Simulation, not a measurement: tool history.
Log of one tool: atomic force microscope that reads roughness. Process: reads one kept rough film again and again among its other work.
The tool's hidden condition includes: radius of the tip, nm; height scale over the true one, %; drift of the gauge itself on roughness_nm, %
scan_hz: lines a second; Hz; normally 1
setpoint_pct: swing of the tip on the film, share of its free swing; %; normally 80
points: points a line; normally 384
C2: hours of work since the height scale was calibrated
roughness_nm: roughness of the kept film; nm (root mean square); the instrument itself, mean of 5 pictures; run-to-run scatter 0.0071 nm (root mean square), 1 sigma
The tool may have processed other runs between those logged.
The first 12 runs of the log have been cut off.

{"run": 13, "day": 3.704, "scan_hz": 1, "setpoint_pct": 80, "points": 287, "pictures with this tip": 109, "C2": 100, "roughness_nm": 1.346}
{"run": 14, "day": 3.929, "scan_hz": 1, "setpoint_pct": 80, "points": 287, "pictures with this tip": 118, "C2": 103, "roughness_nm": 1.341}
{"run": 15, "day": 4.283, "scan_hz": 1, "setpoint_pct": 80, "points": 384, "pictures with this tip": 131, "C2": 109, "roughness_nm": 1.331}
{"day": 4.538, "done": "new tip fitted"}
{"run": 16, "day": 4.575, "scan_hz": 1, "setpoint_pct": 80, "points": 384, "pictures with this tip": 1, "C2": 113, "roughness_nm": 1.482}
{"run": 17, "day": 4.738, "scan_hz": 1, "setpoint_pct": 80, "points": 384, "pictures with this tip": 7, "C2": 115, "roughness_nm": 1.467}
{"run": 18, "day": 4.9, "scan_hz": 1, "setpoint_pct": 80, "points": 384, "pictures with this tip": 14, "C2": 118, "roughness_nm": 1.457}
{"run": 19, "day": 5.217, "scan_hz": 1, "setpoint_pct": 80, "points": 384, "pictures with this tip": 25, "C2": 122, "roughness_nm": 1.437}
{"run": 20, "day": 5.562, "scan_hz": 1, "setpoint_pct": 68, "points": 384, "pictures with this tip": 39, "C2": 128, "roughness_nm": 1.48}
{"run": 21, "day": 5.842, "scan_hz": 3.25, "setpoint_pct": 80, "points": 384, "pictures with this tip": 49, "C2": 132, "roughness_nm": 1.211}
{"run": 22, "day": 6.038, "scan_hz": 3.25, "setpoint_pct": 80, "points": 384, "pictures with this tip": 57, "C2": 135, "roughness_nm": 1.219}
{"run": 23, "day": 6.312, "scan_hz": 3.25, "setpoint_pct": 80, "points": 384, "pictures with this tip": 67, "C2": 139, "roughness_nm": 1.19}
{"run": 24, "day": 6.704, "scan_hz": 1, "setpoint_pct": 58, "points": 384, "pictures with this tip": 82, "C2": 145, "roughness_nm": 1.464}
{"run": 25, "day": 7.096, "scan_hz": 1, "setpoint_pct": 58, "points": 384, "pictures with this tip": 96, "C2": 151, "roughness_nm": 1.434}
{"run": 26, "day": 7.479, "scan_hz": 3.41, "setpoint_pct": 58, "points": 512, "pictures with this tip": 111, "C2": 157, "roughness_nm": 1.35}
{"run": 27, "day": 7.854, "scan_hz": 3.41, "setpoint_pct": 58, "points": 512, "pictures with this tip": 125, "C2": 162, "roughness_nm": 1.356}
{"run": 28, "day": 8.154, "scan_hz": 3.41, "setpoint_pct": 58, "points": 512, "pictures with this tip": 136, "C2": 167, "roughness_nm": 1.325}

For run 29, what comes out?
{"day": 8.233, "done": "new tip fitted"}
{"run": 29, "day": 8.475, "scan_hz": 0.83, "setpoint_pct": 65, "points": 443, "pictures with this tip": 9, "C2": 171, "roughness_nm": "?"}

Run 29 produced roughness_nm 1.54 nm (root mean square).
Were there no unlogged condition in the tool, this run, its random variation unchanged, would have produced roughness_nm 1.552 nm (root mean square).
